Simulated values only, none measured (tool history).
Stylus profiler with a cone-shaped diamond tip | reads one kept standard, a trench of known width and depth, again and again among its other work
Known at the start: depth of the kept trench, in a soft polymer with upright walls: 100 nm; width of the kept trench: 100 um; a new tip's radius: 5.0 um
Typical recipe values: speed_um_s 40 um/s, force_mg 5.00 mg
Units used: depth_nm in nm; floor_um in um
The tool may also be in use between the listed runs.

Run 1, day 0.000: usual settings. Result: depth_nm 101.03 nm, floor_um 97.22 um.
Run 2, day 2.821: usual settings. Result: depth_nm 100.99 nm, floor_um 97.16 um.
Run 3, day 5.179: usual settings but force_mg 8.26 mg. Result: depth_nm 101.49 nm, floor_um 97.09 um.
Run 4, day 9.308: usual settings. Result: depth_nm 101.01 nm, floor_um 97.09 um.
Run 5, day 13.246: usual settings but speed_um_s 146 um/s. Result: depth_nm 100.89 nm, floor_um 96.71 um.
Run 6, day 16.750: usual settings but speed_um_s 146 um/s. Result: depth_nm 100.91 nm, floor_um 96.59 um.
Run 7, day 19.912: usual settings but speed_um_s 146 um/s. Result: depth_nm 100.90 nm, floor_um 96.61 um.
Run 8, day 23.862: usual settings but speed_um_s 146 um/s. Result: depth_nm 100.83 nm, floor_um 96.59 um.
Run 9, day 26.358: usual settings but speed_um_s 146 um/s, force_mg 5.84 mg. Result: depth_nm 100.94 nm, floor_um 96.59 um.
Run 10, day 29.083: usual settings but force_mg 3.22 mg. Result: depth_nm 100.39 nm, floor_um 96.84 um.
Run 11, day 33.325: usual settings but speed_um_s 111 um/s. Result: depth_nm 100.69 nm, floor_um 96.56 um.
Run 12, day 36.375: usual settings but speed_um_s 111 um/s. Result: depth_nm 100.75 nm, floor_um 96.58 um.
Run 13, day 40.158: usual settings but speed_um_s 111 um/s. Result: depth_nm 100.69 nm, floor_um 96.52 um.
At day 42.825: height scale calibrated on a step standard.
Run 14, day 44.225: usual settings but speed_um_s 111 um/s. Result: depth_nm 100.24 nm, floor_um 96.39 um.
Run 15, day 46.112: usual settings but speed_um_s 111 um/s. Result: depth_nm 100.37 nm, floor_um 96.43 um.
Run 16, day 49.654: usual settings but speed_um_s 111 um/s, force_mg 6.73 mg. Result: depth_nm 100.49 nm, floor_um 96.40 um.
Run 17, day 51.408: usual settings. Result: depth_nm 100.27 nm, floor_um 96.59 um.
Run 18, day 53.462: usual settings. Result: depth_nm 100.21 nm, floor_um 96.56 um.
At day 56.404: new tip fitted, height scale calibrated.
Run 19, day 57.583: usual settings. Result: depth_nm 101.42 nm, floor_um 97.82 um.
Run 20, day 59.408: usual settings. Result: depth_nm 101.31 nm, floor_um 97.82 um.
Run 21, day 62.550: usual settings. Result: depth_nm 101.39 nm, floor_um 97.80 um.
Run 22, day 66.579: usual settings. Result: depth_nm 101.24 nm, floor_um 97.72 um.
At day 68.642: height scale calibrated on a step standard, once more.
Run 23, day 69.446: usual settings. Result: depth_nm 101.28 nm, floor_um 97.69 um.
Run 24, day 71.662: usual settings but speed_um_s 69 um/s, force_mg 2.01 mg. Result: depth_nm 100.70 nm, floor_um 97.48 um.
Run 25, day 73.421: usual settings but speed_um_s 69 um/s, force_mg 2.01 mg. Result: depth_nm 100.65 nm, floor_um 97.43 um.
Run 26, day 75.200: usual settings but speed_um_s 13 um/s, force_mg 13.50 mg. Result: depth_nm 102.54 nm, floor_um 97.67 um.
Run 27, day 76.988: usual settings but speed_um_s 13 um/s, force_mg 13.50 mg. Result: depth_nm 102.55 nm, floor_um 97.66 um.
Run 28, day 79.562: usual settings but speed_um_s 47 um/s, force_mg 13.48 mg. Result: depth_nm 102.50 nm, floor_um 97.60 um.
Run 29, day 83.338: usual settings but speed_um_s 14 um/s, force_mg 3.16 mg. Result: depth_nm 100.92 nm, floor_um 97.48 um.
Run 30, day 85.550: usual settings but speed_um_s 14 um/s, force_mg 3.16 mg. Result: depth_nm 100.90 nm, floor_um 97.54 um.
Run 31, day 88.533: usual settings but speed_um_s 49 um/s, force_mg 2.86 mg. Result: depth_nm 100.77 nm, floor_um 97.34 um.
Run 32, day 91.525: usual settings but speed_um_s 49 um/s, force_mg 2.86 mg. Result: depth_nm 100.79 nm, floor_um 97.29 um.
Run 33, day 94.333: usual settings but speed_um_s 49 um/s, force_mg 2.86 mg. Result: depth_nm 100.69 nm, floor_um 97.25 um.
Run 34, day 97.283: usual settings but speed_um_s 29 um/s, force_mg 2.13 mg. Result: depth_nm 100.54 nm, floor_um 97.26 um.
Run 35, day 101.146: usual settings but force_mg 7.16 mg. Result: depth_nm 101.48 nm, floor_um 97.25 um.
Run 36, day 104.521: usual settings but speed_um_s 34 um/s. Result: depth_nm 101.17 nm, floor_um 97.18 um.
Run 37, day 107.904: usual settings but speed_um_s 34 um/s. Result: depth_nm 101.05 nm, floor_um 97.14 um.
Run 38, day 110.812: usual settings but speed_um_s 130 um/s, force_mg 5.12 mg. Result: depth_nm 100.97 nm, floor_um 96.87 um.
Run 39, day 114.871: usual settings but speed_um_s 32 um/s, force_mg 3.15 mg. Result: depth_nm 100.67 nm, floor_um 97.06 um.
Run 40, day 118.125: usual settings but speed_um_s 32 um/s, force_mg 3.15 mg. Result: depth_nm 100.57 nm, floor_um 97.01 um.
Run 41, day 121.896: usual settings but speed_um_s 94 um/s, force_mg 10.10 mg. Result: depth_nm 101.70 nm, floor_um 96.94 um.
Run 42, day 126.175: usual settings but speed_um_s 94 um/s, force_mg 10.10 mg. Result: depth_nm 101.68 nm, floor_um 96.85 um.
Run 43, day 129.025: usual settings but speed_um_s 30 um/s, force_mg 14.71 mg. Result: depth_nm 102.27 nm, floor_um 96.93 um.
Run 44, day 130.996: usual settings but speed_um_s 30 um/s, force_mg 14.71 mg. Result: depth_nm 102.39 nm, floor_um 96.95 um.
Run 45, day 133.958: usual settings but speed_um_s 17 um/s, force_mg 7.05 mg. Result: depth_nm 101.21 nm, floor_um 96.91 um.

Branching from run 45: 3 alternative next runs. What would each branch give?
Run A, day 137.258: usual settings but speed_um_s 48 um/s, force_mg 3.73 mg. Result: depth_nm ?, floor_um ?.
Run B, day 137.258: usual settings but speed_um_s 32 um/s, force_mg 4.52 mg. Result: depth_nm ?, floor_um ?.
Run C, day 137.258: usual settings but speed_um_s 151 um/s. Result: depth_nm ?, floor_um ?.

run  depth_nm  floor_um
  A    100.60     96.73
  B    100.69     96.84
  C    100.79     96.39
Had the tool no hidden state, the same runs would have come out as:
run  depth_nm  floor_um
  A    101.13     97.81
  B    101.22     97.92
  C    101.32     97.48

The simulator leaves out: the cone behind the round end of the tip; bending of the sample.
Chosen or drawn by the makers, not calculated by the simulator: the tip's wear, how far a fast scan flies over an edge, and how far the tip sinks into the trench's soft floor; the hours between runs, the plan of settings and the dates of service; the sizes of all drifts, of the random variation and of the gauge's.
